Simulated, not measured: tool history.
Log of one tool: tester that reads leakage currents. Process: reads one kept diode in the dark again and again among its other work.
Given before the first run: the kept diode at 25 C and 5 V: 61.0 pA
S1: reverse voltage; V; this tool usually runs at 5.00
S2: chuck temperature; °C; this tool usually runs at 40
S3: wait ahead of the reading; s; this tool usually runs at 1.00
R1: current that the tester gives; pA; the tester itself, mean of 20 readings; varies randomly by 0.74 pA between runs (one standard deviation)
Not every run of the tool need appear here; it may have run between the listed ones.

{"run": 1, "day": 0.0, "S1": 5.0, "S2": 40, "S3": 1.0, "R1": 294.83}
{"run": 2, "day": 8.375, "S1": 5.0, "S2": 54, "S3": 1.0, "R1": 934.63}
{"day": 16.088, "done": "probe card cleaned and baked"}
{"run": 3, "day": 17.138, "S1": 5.0, "S2": 40, "S3": 1.0, "R1": 290.56}
{"day": 17.833, "done": "chuck's temperature calibrated"}
{"run": 4, "day": 24.858, "S1": 5.0, "S2": 40, "S3": 1.0, "R1": 251.58}
{"run": 5, "day": 30.021, "S1": 5.0, "S2": 40, "S3": 1.0, "R1": 251.42}
{"run": 6, "day": 35.138, "S1": 5.0, "S2": 40, "S3": 1.0, "R1": 254.03}
{"run": 7, "day": 39.767, "S1": 5.0, "S2": 40, "S3": 1.0, "R1": 253.75}
{"run": 8, "day": 48.542, "S1": 5.0, "S2": 37, "S3": 1.0, "R1": 196.68}
{"run": 9, "day": 52.242, "S1": 5.0, "S2": 37, "S3": 1.0, "R1": 198.08}
{"run": 10, "day": 56.338, "S1": 5.0, "S2": 37, "S3": 1.0, "R1": 198.76}
{"run": 11, "day": 62.096, "S1": 5.0, "S2": 37, "S3": 1.0, "R1": 200.97}
{"run": 12, "day": 69.633, "S1": 13.21, "S2": 37, "S3": 0.72, "R1": 358.53}
{"run": 13, "day": 78.054, "S1": 13.21, "S2": 37, "S3": 0.72, "R1": 358.96}
{"run": 14, "day": 86.788, "S1": 15.07, "S2": 31, "S3": 2.22, "R1": 231.04}
{"run": 15, "day": 92.958, "S1": 5.0, "S2": 40, "S3": 2.17, "R1": 266.79}
{"run": 16, "day": 101.696, "S1": 1.23, "S2": 29, "S3": 0.43, "R1": 45.72}
{"run": 17, "day": 110.279, "S1": 1.23, "S2": 29, "S3": 0.43, "R1": 46.26}
{"run": 18, "day": 117.625, "S1": 1.23, "S2": 29, "S3": 0.43, "R1": 46.77}
{"run": 19, "day": 123.525, "S1": 1.23, "S2": 29, "S3": 0.43, "R1": 46.96}
{"run": 20, "day": 127.342, "S1": 3.67, "S2": 38, "S3": 0.62, "R1": 196.71}
{"day": 132.088, "done": "probe card cleaned and baked"}
{"run": 21, "day": 132.375, "S1": 4.94, "S2": 31, "S3": 2.73, "R1": 119.43}
{"run": 22, "day": 139.054, "S1": 1.08, "S2": 31, "S3": 2.73, "R1": 50.28}

Measured result minus the same run's result without the hidden state. Both carry the same run-to-run variation, though not necessarily the same gauge scatter:
Hidden state present: stray current of the dirty probe card, pA a volt; current scale over the true one, %; true chuck temperature over the reading, C; drift of the gauge itself on leakage_pa, %.
run=1 R1=+47.49
run=2 R1=+133.35
run=3 R1=+44.21
run=4 R1=+3.33
run=5 R1=+4.65
run=6 R1=+6.03
run=7 R1=+7.24
run=8 R1=+7.79
run=9 R1=+8.66
run=10 R1=+9.49
run=11 R1=+10.83
run=12 R1=+25.09
run=13 R1=+28.70
run=14 R1=+27.17
run=15 R1=+21.15
run=16 R1=+4.54
run=17 R1=+4.99
run=18 R1=+5.40
run=19 R1=+5.71
run=20 R1=+21.93
run=21 R1=+11.19
run=22 R1=+5.06
